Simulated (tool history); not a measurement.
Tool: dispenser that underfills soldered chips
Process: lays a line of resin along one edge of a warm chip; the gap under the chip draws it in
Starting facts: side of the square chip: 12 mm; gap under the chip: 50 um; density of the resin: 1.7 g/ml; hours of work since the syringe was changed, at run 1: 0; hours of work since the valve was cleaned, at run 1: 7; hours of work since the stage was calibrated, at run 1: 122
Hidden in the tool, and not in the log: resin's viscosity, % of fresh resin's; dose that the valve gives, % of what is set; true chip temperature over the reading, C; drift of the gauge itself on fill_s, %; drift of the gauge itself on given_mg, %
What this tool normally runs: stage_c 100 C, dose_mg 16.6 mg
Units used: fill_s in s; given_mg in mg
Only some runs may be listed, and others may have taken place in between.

run  hour  stage_c  dose_mg  hours of work since the syringe was changed  hours of work since the valve was cleaned  hours of work since the stage was calibrated  fill_s  given_mg
  1     0      100     16.6                                            0                                          7                                           122   155.5     16.59
  2   5.7      100     16.6                                            4                                         11                                           125     197     16.45
  3   8.7      100     16.6                                            6                                         13                                           127   226.8     16.42
     11.4  -- new syringe of resin
  4  14.7      100     16.6                                            2                                         17                                           131   178.4     16.48
  5  19.2      100     16.6                                            5                                         20                                           134   214.3     16.42
     22.6  -- new syringe of resin
  6    25      100     16.6                                            2                                         23                                           138   168.5     16.34
  7  30.4      100     16.6                                            5                                         27                                           141   212.3     16.24
     34.1  -- new syringe of resin
  8  36.2      100     16.6                                            1                                         30                                           145   168.4      16.3
  9  41.7      100     20.7                                            5                                         34                                           148   209.1     20.24
 10    45      100     17.8                                            7                                         36                                           151   243.8     17.26
     45.5  -- new syringe of resin
 11  51.7      104     20.5                                            4                                         40                                           155     162     19.89
       57  -- new syringe of resin
 12  57.8       90     19.9                                            1                                         44                                           159   222.4     19.34
 13  62.8       90     19.9                                            4                                         47                                           162   279.1     19.46

The next listed run, before its measurement:
 14  67.6       90     19.9                                            7                                         51                                           165       ?         ?

Run 14 came out at fill_s 343 s, given_mg 19.16 mg.
The same run, on a tool lacking any hidden state, would have yielded fill_s 224 s, given_mg 19.77 mg.
